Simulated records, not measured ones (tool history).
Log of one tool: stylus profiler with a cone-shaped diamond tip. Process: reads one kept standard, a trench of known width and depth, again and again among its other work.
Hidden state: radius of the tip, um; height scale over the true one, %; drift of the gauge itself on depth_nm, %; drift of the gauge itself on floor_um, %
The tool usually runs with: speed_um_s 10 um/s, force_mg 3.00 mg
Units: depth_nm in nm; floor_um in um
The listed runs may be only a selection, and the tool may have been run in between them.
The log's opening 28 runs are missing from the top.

| run | hour | speed_um_s | force_mg | scans with this tip | hours of work since the height scale was calibrated | depth_nm | floor_um |
|---|---|---|---|---|---|---|---|
| 29 | 2131.4 | 6 | 3.52 | 2532 | 175 | 1015.66 | 25.97 |
| 30 | 2227.2 | 39 | 1.07 | 3212 | 222 | 1007.37 | 25.64 |
| 31 | 2316.7 | 3 | 3.68 | 3847 | 266 | 1016.73 | 25.92 |
| 32 | 2379.0 | 5 | 6.66 | 4288 | 296 | 1025.02 | 25.95 |
| 33 | 2473.5 | 5 | 6.66 | 4959 | 343 | 1024.86 | 25.97 |
| 34 | 2543.5 | 5 | 6.66 | 5455 | 377 | 1024.65 | 25.98 |
| 35 | 2643.8 | 4 | 6.66 | 6167 | 426 | 1024.57 | 25.98 |
| 36 | 2715.0 | 3 | 3.60 | 6672 | 461 | 1015.95 | 26.05 |
| 37 | 2769.0 | 17 | 1.84 | 7055 | 488 | 1010.01 | 25.87 |
| 38 | 2869.2 | 2 | 5.59 | 7766 | 537 | 1021.86 | 25.96 |
| 39 | 2916.9 | 7 | 6.19 | 8105 | 560 | 1023.86 | 25.95 |
| 40 | 2971.9 | 6 | 6.53 | 8495 | 587 | 1024.87 | 25.97 |
| 41 | 3068.6 | 6 | 6.53 | 9181 | 634 | 1024.17 | 26.00 |
| 42 | 3164.5 | 29 | 8.27 | 9861 | 681 | 1028.76 | 25.86 |
| 43 | 3219.5 | 29 | 8.27 | 10251 | 708 | 1028.55 | 25.88 |
| 44 | 3298.7 | 29 | 2.48 | 10813 | 747 | 1012.64 | 25.78 |
| 45 | 3369.3 | 29 | 2.48 | 11314 | 782 | 1012.53 | 25.76 |
| 46 | 3419.8 | 3 | 1.56 | 11672 | 807 | 1009.44 | 25.93 |
| 47 | 3507.0 | 27 | 4.76 | 12290 | 849 | 1019.86 | 25.87 |

Predict each of these 3 candidate next runs independently; none follows another, all start after run 47:
|  | 3550.2 | new tip fitted, height scale calibrated |
| A | 3571.1 | 11 | 1.02 | 148 | 10 | ? | ? |
|  | 3550.2 | new tip fitted, height scale calibrated |
| B | 3571.1 | 11 | 2.06 | 148 | 10 | ? | ? |
|  | 3550.2 | new tip fitted, height scale calibrated |
| C | 3571.1 | 3 | 1.33 | 148 | 10 | ? | ? |

| run | depth_nm | floor_um |
|---|---|---|
| A | 1006.86 | 25.91 |
| B | 1010.86 | 25.90 |
| C | 1008.85 | 26.01 |
Take away the tool's hidden state, keep each run's random variation, and the runs would have read:
| run | depth_nm | floor_um |
|---|---|---|
| A | 1006.86 | 25.91 |
| B | 1010.86 | 25.90 |
| C | 1008.85 | 26.01 |
